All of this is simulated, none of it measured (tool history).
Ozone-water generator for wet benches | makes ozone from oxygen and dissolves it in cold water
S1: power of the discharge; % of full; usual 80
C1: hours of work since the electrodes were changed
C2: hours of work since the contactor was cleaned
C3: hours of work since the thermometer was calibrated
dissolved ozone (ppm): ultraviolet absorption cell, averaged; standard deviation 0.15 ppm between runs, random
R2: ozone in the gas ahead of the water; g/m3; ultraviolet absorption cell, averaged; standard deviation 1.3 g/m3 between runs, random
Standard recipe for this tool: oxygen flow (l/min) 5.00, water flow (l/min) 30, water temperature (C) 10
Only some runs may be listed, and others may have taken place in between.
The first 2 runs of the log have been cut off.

run 3 hour=96.6 | S1=80 oxygen_flow_(l/min)=5.00 water_flow_(l/min)=24 water_temperature_(C)=10 | C1=2366 C2=4884 C3=1131 | dissolved_ozone_(ppm)=20.9 R2=232.9
run 4 hour=139.5 | S1=80 oxygen_flow_(l/min)=5.00 water_flow_(l/min)=24 water_temperature_(C)=10 | C1=2408 C2=4927 C3=1173 | dissolved_ozone_(ppm)=21.2 R2=230.9
run 5 hour=191.9 | S1=80 oxygen_flow_(l/min)=5.00 water_flow_(l/min)=24 water_temperature_(C)=10 | C1=2460 C2=4978 C3=1225 | dissolved_ozone_(ppm)=21.0 R2=232.8
run 6 hour=232.8 | S1=80 oxygen_flow_(l/min)=6.02 water_flow_(l/min)=30 water_temperature_(C)=10 | C1=2500 C2=5019 C3=1265 | dissolved_ozone_(ppm)=17.5 R2=215.8
run 7 hour=279.8 | S1=80 oxygen_flow_(l/min)=6.02 water_flow_(l/min)=30 water_temperature_(C)=10 | C1=2547 C2=5065 C3=1311 | dissolved_ozone_(ppm)=17.7 R2=216.7
run 8 hour=326.2 | S1=80 oxygen_flow_(l/min)=5.00 water_flow_(l/min)=30 water_temperature_(C)=10 | C1=2592 C2=5111 C3=1357 | dissolved_ozone_(ppm)=16.8 R2=232.5
-- hour=334.1 contactor cleaned
run 9 hour=373.5 | S1=48 oxygen_flow_(l/min)=5.00 water_flow_(l/min)=30 water_temperature_(C)=10 | C1=2635 C2=39 C3=1400 | dissolved_ozone_(ppm)=13.5 R2=176.0
run 10 hour=404.2 | S1=48 oxygen_flow_(l/min)=5.00 water_flow_(l/min)=30 water_temperature_(C)=10 | C1=2665 C2=69 C3=1430 | dissolved_ozone_(ppm)=13.6 R2=176.5
run 11 hour=438.8 | S1=80 oxygen_flow_(l/min)=5.37 water_flow_(l/min)=30 water_temperature_(C)=10 | C1=2699 C2=103 C3=1464 | dissolved_ozone_(ppm)=18.2 R2=225.0
run 12 hour=476.5 | S1=80 oxygen_flow_(l/min)=5.37 water_flow_(l/min)=30 water_temperature_(C)=10 | C1=2737 C2=140 C3=1501 | dissolved_ozone_(ppm)=18.0 R2=225.2
run 13 hour=526.5 | S1=80 oxygen_flow_(l/min)=5.00 water_flow_(l/min)=30 water_temperature_(C)=10 | C1=2786 C2=190 C3=1550 | dissolved_ozone_(ppm)=17.4 R2=230.5
run 14 hour=553.7 | S1=80 oxygen_flow_(l/min)=5.00 water_flow_(l/min)=30 water_temperature_(C)=10 | C1=2813 C2=216 C3=1577 | dissolved_ozone_(ppm)=17.6 R2=229.0
run 15 hour=578.2 | S1=80 oxygen_flow_(l/min)=5.00 water_flow_(l/min)=30 water_temperature_(C)=11 | C1=2837 C2=241 C3=1601 | dissolved_ozone_(ppm)=17.2 R2=231.8
run 16 hour=629.2 | S1=80 oxygen_flow_(l/min)=5.00 water_flow_(l/min)=29 water_temperature_(C)=10 | C1=2887 C2=291 C3=1652 | dissolved_ozone_(ppm)=18.3 R2=229.2
run 17 hour=675.7 | S1=80 oxygen_flow_(l/min)=5.00 water_flow_(l/min)=29 water_temperature_(C)=10 | C1=2933 C2=337 C3=1697 | dissolved_ozone_(ppm)=18.1 R2=228.5
run 18 hour=707.1 | S1=80 oxygen_flow_(l/min)=5.00 water_flow_(l/min)=29 water_temperature_(C)=10 | C1=2964 C2=368 C3=1728 | dissolved_ozone_(ppm)=18.2 R2=230.5
run 19 hour=735.3 | S1=80 oxygen_flow_(l/min)=5.18 water_flow_(l/min)=34 water_temperature_(C)=10 | C1=2992 C2=395 C3=1756 | dissolved_ozone_(ppm)=15.7 R2=226.5
run 20 hour=781.2 | S1=80 oxygen_flow_(l/min)=5.18 water_flow_(l/min)=34 water_temperature_(C)=6 | C1=3037 C2=441 C3=1801 | dissolved_ozone_(ppm)=16.1 R2=225.9
run 21 hour=807.4 | S1=80 oxygen_flow_(l/min)=5.18 water_flow_(l/min)=34 water_temperature_(C)=6 | C1=3063 C2=466 C3=1827 | dissolved_ozone_(ppm)=16.1 R2=225.9
run 22 hour=832.5 | S1=80 oxygen_flow_(l/min)=8.59 water_flow_(l/min)=43 water_temperature_(C)=7 | C1=3087 C2=491 C3=1852 | dissolved_ozone_(ppm)=14.9 R2=184.2
run 23 hour=877.0 | S1=51 oxygen_flow_(l/min)=8.59 water_flow_(l/min)=26 water_temperature_(C)=7 | C1=3131 C2=535 C3=1896 | dissolved_ozone_(ppm)=19.0 R2=148.8
run 24 hour=927.2 | S1=51 oxygen_flow_(l/min)=8.59 water_flow_(l/min)=26 water_temperature_(C)=7 | C1=3181 C2=584 C3=1945 | dissolved_ozone_(ppm)=18.6 R2=148.2
run 25 hour=956.6 | S1=60 oxygen_flow_(l/min)=5.00 water_flow_(l/min)=30 water_temperature_(C)=10 | C1=3210 C2=613 C3=1974 | dissolved_ozone_(ppm)=14.8 R2=197.7
run 26 hour=1010.3 | S1=80 oxygen_flow_(l/min)=7.91 water_flow_(l/min)=30 water_temperature_(C)=10 | C1=3263 C2=666 C3=2027 | dissolved_ozone_(ppm)=19.5 R2=191.8
run 27 hour=1054.4 | S1=80 oxygen_flow_(l/min)=7.91 water_flow_(l/min)=30 water_temperature_(C)=5 | C1=3306 C2=710 C3=2071 | dissolved_ozone_(ppm)=20.9 R2=192.6

Run 28, settings as shown, results not yet in. Your forecast:
run 28 hour=1085.6 | S1=45 oxygen_flow_(l/min)=3.23 water_flow_(l/min)=22 water_temperature_(C)=7 | C1=3337 C2=741 C3=2101 | dissolved_ozone_(ppm)=? R2=?

Logged for run 28: dissolved ozone (ppm) 15.2, R2 200.1 g/m3.
Minus the tool's unlogged condition, the same run would have read dissolved ozone (ppm) 16.0, R2 208.2 g/m3.

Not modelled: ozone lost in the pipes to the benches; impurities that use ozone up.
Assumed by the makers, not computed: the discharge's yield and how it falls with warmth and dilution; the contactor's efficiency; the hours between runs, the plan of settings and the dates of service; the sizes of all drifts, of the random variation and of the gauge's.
